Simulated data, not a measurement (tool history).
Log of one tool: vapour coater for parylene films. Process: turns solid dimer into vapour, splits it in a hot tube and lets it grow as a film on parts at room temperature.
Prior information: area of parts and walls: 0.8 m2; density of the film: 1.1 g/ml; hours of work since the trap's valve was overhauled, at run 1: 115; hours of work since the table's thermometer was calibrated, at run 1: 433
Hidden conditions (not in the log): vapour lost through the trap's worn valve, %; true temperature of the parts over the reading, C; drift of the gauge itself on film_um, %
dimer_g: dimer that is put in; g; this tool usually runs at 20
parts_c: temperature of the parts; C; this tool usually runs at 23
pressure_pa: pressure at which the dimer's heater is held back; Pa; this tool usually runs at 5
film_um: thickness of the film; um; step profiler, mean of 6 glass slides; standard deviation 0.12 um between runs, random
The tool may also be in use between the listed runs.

| run | hour | dimer_g | parts_c | pressure_pa | hours of work since the trap's valve was overhauled | hours of work since the table's thermometer was calibrated | film_um |
|---|---|---|---|---|---|---|---|
| 1 | 0 | 20 | 23 | 5 | 115 | 433 | 13.58 |
| 2 | 56.7 | 20 | 23 | 6.69 | 162 | 481 | 12.62 |
|  | 120.4 | trap's valve overhauled |
| 3 | 131.6 | 20 | 23 | 6.69 | 9 | 540 | 14.17 |
| 4 | 197.2 | 20 | 23 | 6.69 | 64 | 595 | 13.6 |
| 5 | 257.3 | 20 | 35 | 5 | 115 | 645 | 11.16 |
| 6 | 315.6 | 20 | 23 | 3.06 | 164 | 694 | 13.74 |
|  | 379.2 | trap's valve overhauled |
| 7 | 392.2 | 11 | 23 | 5 | 11 | 755 | 7.85 |
| 8 | 446 | 11 | 23 | 5 | 56 | 800 | 7.81 |
| 9 | 481.6 | 11 | 23 | 5 | 86 | 830 | 7.59 |
| 10 | 528.4 | 11 | 23 | 5 | 125 | 869 | 7.5 |
| 11 | 582.2 | 11 | 23 | 5 | 170 | 915 | 7.18 |
|  | 637.9 | trap's valve overhauled |
| 12 | 662.5 | 11 | 23 | 5 | 21 | 979 | 7.93 |
| 13 | 716.5 | 11 | 23 | 5 | 66 | 1024 | 7.76 |
| 14 | 782.8 | 11 | 29 | 5 | 122 | 1079 | 6.66 |
| 15 | 835.9 | 32 | 23 | 5 | 166 | 1124 | 21.29 |
| 16 | 875.7 | 20 | 23 | 5 | 199 | 1157 | 12.65 |
|  | 895.4 | trap's valve overhauled |
| 17 | 927.8 | 20 | 23 | 5 | 27 | 1198 | 14.43 |
| 18 | 963 | 20 | 23 | 5 | 57 | 1227 | 14.09 |
| 19 | 1012.4 | 14 | 23 | 5 | 98 | 1269 | 9.54 |
| 20 | 1045.4 | 14 | 15 | 5 | 126 | 1296 | 10.83 |
| 21 | 1107.6 | 14 | 15 | 2.36 | 178 | 1349 | 11.04 |
|  | 1152.5 | trap's valve overhauled |
| 22 | 1156.2 | 20 | 15 | 5 | 3 | 1386 | 16.64 |
| 23 | 1224.9 | 20 | 23 | 5 | 61 | 1444 | 14.19 |
| 24 | 1301.2 | 20 | 23 | 5 | 125 | 1508 | 13.64 |
| 25 | 1374.9 | 20 | 22 | 5 | 187 | 1569 | 13 |
|  | 1409.7 | trap's valve overhauled |
| 26 | 1455.7 | 20 | 22 | 5 | 39 | 1634 | 14.69 |
| 27 | 1504.5 | 13 | 23 | 6.44 | 80 | 1675 | 8.84 |
| 28 | 1579.8 | 27 | 23 | 6.31 | 143 | 1738 | 17.86 |
| 29 | 1649 | 16 | 24 | 4.86 | 201 | 1796 | 10.08 |
|  | 1670.3 | trap's valve overhauled |
| 30 | 1728.2 | 28 | 29 | 8.98 | 49 | 1859 | 17.32 |
| 31 | 1797.6 | 20 | 20 | 5 | 107 | 1917 | 14.52 |
| 32 | 1864.1 | 20 | 20 | 5 | 163 | 1973 | 14.07 |
| 33 | 1913.4 | 8 | 26 | 3.21 | 204 | 2014 | 5.08 |
|  | 1927.5 | trap's valve overhauled |
| 34 | 1986.5 | 10 | 20 | 2.61 | 50 | 2072 | 7.93 |
| 35 | 2035.3 | 20 | 22 | 2.01 | 90 | 2113 | 15.28 |
|  | 2042 | table's thermometer calibrated |
| 36 | 2074 | 24 | 31 | 3.07 | 122 | 27 | 14.6 |
| 37 | 2143.4 | 29 | 16 | 2.84 | 180 | 85 | 22.31 |
|  | 2188.9 | trap's valve overhauled |
| 38 | 2188.9 | 29 | 16 | 2.84 | 0 | 120 | 24.96 |
| 39 | 2255.5 | 12 | 16 | 4.35 | 56 | 176 | 9.73 |
| 40 | 2326 | 9 | 23 | 7.26 | 115 | 235 | 5.88 |
| 41 | 2369.7 | 11 | 25 | 7.86 | 152 | 272 | 6.84 |
|  | 2446.5 | trap's valve overhauled |
| 42 | 2446.5 | 20 | 18 | 7.86 | 0 | 333 | 15.23 |
| 43 | 2519.8 | 22 | 24 | 8.41 | 61 | 394 | 14.46 |
| 44 | 2582.1 | 9 | 19 | 8.05 | 114 | 446 | 6.29 |
| 45 | 2614.8 | 9 | 19 | 8.05 | 141 | 474 | 6.23 |

Across each entry between runs, compare the hidden state at the last listed run before it with the hidden state at the first listed run after it:
From run 2 to run 3: trap's valve overhauled (hour 120.4)
  vapour lost through the trap's worn valve, %: 10.6 -> 0.8; true temperature of the parts over the reading, C: -0.23 -> -0.26
  the result without the hidden state subtracted from the measured one, film_um: -1.44 -> -0.04 um
From run 6 to run 7: trap's valve overhauled (hour 379.2)
  vapour lost through the trap's worn valve, %: 10.1 -> 1.1; true temperature of the parts over the reading, C: -0.33 -> -0.36
  the result without the hidden state subtracted from the measured one, film_um: -1.47 -> -0.04 um
From run 11 to run 12: trap's valve overhauled (hour 637.9)
  vapour lost through the trap's worn valve, %: 10.9 -> 1.5; true temperature of the parts over the reading, C: -0.44 -> -0.47
  the result without the hidden state subtracted from the measured one, film_um: -0.82 -> -0.06 um
From run 16 to run 17: trap's valve overhauled (hour 895.4)
  vapour lost through the trap's worn valve, %: 12.7 -> 2.5; true temperature of the parts over the reading, C: -0.56 -> -0.58
  the result without the hidden state subtracted from the measured one, film_um: -1.71 -> -0.22 um
From run 21 to run 22: trap's valve overhauled (hour 1152.5)
  vapour lost through the trap's worn valve, %: 12.2 -> 0.8; true temperature of the parts over the reading, C: -0.65 -> -0.66
  the result without the hidden state subtracted from the measured one, film_um: -1.39 -> +0.05 um
From run 25 to run 26: trap's valve overhauled (hour 1409.7)
  vapour lost through the trap's worn valve, %: 12.6 -> 2.4; true temperature of the parts over the reading, C: -0.75 -> -0.78
  the result without the hidden state subtracted from the measured one, film_um: -1.68 -> -0.17 um
From run 29 to run 30: trap's valve overhauled (hour 1670.3)
  vapour lost through the trap's worn valve, %: 13 -> 3.2; true temperature of the parts over the reading, C: -0.85 -> -0.88
  the result without the hidden state subtracted from the measured one, film_um: -1.33 -> -0.3 um
From run 33 to run 34: trap's valve overhauled (hour 1927.5)
  vapour lost through the trap's worn valve, %: 12.9 -> 4.1; true temperature of the parts over the reading, C: -0.96 -> -0.98
  the result without the hidden state subtracted from the measured one, film_um: -0.65 -> -0.2 um
From run 35 to run 36: table's thermometer calibrated (hour 2042)
  vapour lost through the trap's worn valve, %: 6.5 -> 8.7; true temperature of the parts over the reading, C: -1 -> -0.02
  the result without the hidden state subtracted from the measured one, film_um: -0.79 -> -1.39 um
From run 37 to run 38: trap's valve overhauled (hour 2188.9)
  vapour lost through the trap's worn valve, %: 12.2 -> 0.2; true temperature of the parts over the reading, C: -0.04 -> -0.06
  the result without the hidden state subtracted from the measured one, film_um: -3.07 -> -0.03 um
From run 41 to run 42: trap's valve overhauled (hour 2446.5)
  vapour lost through the trap's worn valve, %: 9.7 -> 0.3; true temperature of the parts over the reading, C: -0.13 -> -0.16
  the result without the hidden state subtracted from the measured one, film_um: -0.72 -> -0.01 um
